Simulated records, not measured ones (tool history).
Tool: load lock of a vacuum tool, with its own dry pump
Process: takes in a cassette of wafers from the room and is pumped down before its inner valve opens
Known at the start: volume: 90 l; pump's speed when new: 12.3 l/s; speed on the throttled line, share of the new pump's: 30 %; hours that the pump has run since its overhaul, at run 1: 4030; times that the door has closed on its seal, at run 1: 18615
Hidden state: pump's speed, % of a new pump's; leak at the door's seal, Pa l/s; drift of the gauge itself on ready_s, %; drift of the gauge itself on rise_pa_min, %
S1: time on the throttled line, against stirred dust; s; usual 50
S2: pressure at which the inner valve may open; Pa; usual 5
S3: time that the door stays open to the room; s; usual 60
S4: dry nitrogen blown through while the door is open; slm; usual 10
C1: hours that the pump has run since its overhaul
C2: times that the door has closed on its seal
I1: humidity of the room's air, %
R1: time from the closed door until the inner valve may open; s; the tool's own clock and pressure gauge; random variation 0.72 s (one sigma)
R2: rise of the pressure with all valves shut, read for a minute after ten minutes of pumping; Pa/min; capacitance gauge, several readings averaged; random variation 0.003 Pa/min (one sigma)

run 1 hour=0.0 | S1=50 S2=5 S3=60 S4=10 | C1=4030 C2=18615 | I1=44.3 | R1=114.0 R2=0.234
run 2 hour=106.9 | S1=50 S2=5 S3=60 S4=10 | C1=4137 C2=18934 | I1=46.8 | R1=113.0 R2=0.228
run 3 hour=170.5 | S1=50 S2=8 S3=60 S4=10 | C1=4200 C2=19124 | I1=45.1 | R1=108.7 R2=0.241
run 4 hour=281.6 | S1=38 S2=5 S3=60 S4=10 | C1=4312 C2=19455 | I1=44.0 | R1=105.0 R2=0.235
run 5 hour=365.3 | S1=66 S2=5 S3=60 S4=10 | C1=4395 C2=19705 | I1=45.4 | R1=124.7 R2=0.248
run 6 hour=483.2 | S1=66 S2=5 S3=60 S4=10 | C1=4513 C2=20057 | I1=47.0 | R1=123.5 R2=0.260
run 7 hour=595.1 | S1=50 S2=7 S3=60 S4=10 | C1=4625 C2=20391 | I1=40.8 | R1=110.8 R2=0.254
run 8 hour=707.0 | S1=50 S2=5 S3=60 S4=10 | C1=4737 C2=20725 | I1=44.1 | R1=114.9 R2=0.258
run 9 hour=767.7 | S1=50 S2=5 S3=60 S4=10 | C1=4798 C2=20906 | I1=46.1 | R1=113.7 R2=0.264
run 10 hour=859.8 | S1=50 S2=5 S3=60 S4=10 | C1=4890 C2=21181 | I1=46.6 | R1=113.5 R2=0.268
run 11 hour=973.8 | S1=50 S2=5 S3=60 S4=10 | C1=5004 C2=21521 | I1=44.6 | R1=113.9 R2=0.279
run 12 hour=1031.4 | S1=50 S2=5 S3=60 S4=12 | C1=5061 C2=21693 | I1=45.2 | R1=113.3 R2=0.278
run 13 hour=1105.2 | S1=50 S2=5 S3=60 S4=12 | C1=5135 C2=21913 | I1=44.5 | R1=113.3 R2=0.278
run 14 hour=1212.8 | S1=50 S2=5 S3=60 S4=12 | C1=5243 C2=22234 | I1=44.1 | R1=114.7 R2=0.288
run 15 hour=1313.7 | S1=84 S2=9 S3=50 S4=23 | C1=5344 C2=22536 | I1=44.9 | R1=133.2 R2=0.283
run 16 hour=1399.6 | S1=55 S2=7 S3=232 S4=10 | C1=5430 C2=22792 | I1=44.1 | R1=116.0 R2=0.345
run 17 hour=1455.7 | S1=50 S2=4 S3=60 S4=10 | C1=5486 C2=22959 | I1=42.0 | R1=116.1 R2=0.295
run 18 hour=1571.0 | S1=50 S2=4 S3=60 S4=10 | C1=5601 C2=23304 | I1=44.9 | R1=115.8 R2=0.315
run 19 hour=1634.3 | S1=54 S2=5 S3=88 S4=9 | C1=5664 C2=23492 | I1=45.7 | R1=117.7 R2=0.323
run 20 hour=1733.2 | S1=54 S2=5 S3=88 S4=9 | C1=5763 C2=23788 | I1=47.3 | R1=117.5 R2=0.328
run 21 hour=1807.8 | S1=54 S2=5 S3=88 S4=9 | C1=5838 C2=24010 | I1=46.8 | R1=116.0 R2=0.344
run 22 hour=1869.8 | S1=50 S2=5 S3=60 S4=10 | C1=5900 C2=24195 | I1=45.5 | R1=114.3 R2=0.329
run 23 hour=1947.2 | S1=50 S2=5 S3=60 S4=10 | C1=5977 C2=24426 | I1=43.1 | R1=114.0 R2=0.334
run 24 hour=2013.2 | S1=50 S2=5 S3=60 S4=10 | C1=6043 C2=24623 | I1=44.1 | R1=114.5 R2=0.339

5 ways to go on from here, each from the tool as it stands after run 24. What would each give?
run A hour=2061.8 | S1=50 S2=6 S3=29 S4=13 | C1=6092 C2=24768 | I1=44.9 | R1=? R2=?
run B hour=2061.8 | S1=50 S2=5 S3=37 S4=10 | C1=6092 C2=24768 | I1=44.0 | R1=? R2=?
run C hour=2061.8 | S1=50 S2=10 S3=60 S4=6 | C1=6092 C2=24768 | I1=44.4 | R1=? R2=?
run D hour=2061.8 | S1=72 S2=8 S3=57 S4=10 | C1=6092 C2=24768 | I1=47.9 | R1=? R2=?
run E hour=2061.8 | S1=50 S2=4 S3=148 S4=10 | C1=6092 C2=24768 | I1=45.3 | R1=? R2=?

run=A R1=112.7 R2=0.326
run=B R1=116.2 R2=0.337
run=C R1=109.5 R2=0.342
run=D R1=126.7 R2=0.342
run=E R1=116.3 R2=0.363
Without the tool's hidden state the same runs would have given:
run=A R1=106.8 R2=0.015
run=B R1=110.0 R2=0.022
run=C R1=104.1 R2=0.028
run=D R1=121.6 R2=0.022
run=E R1=109.9 R2=0.050
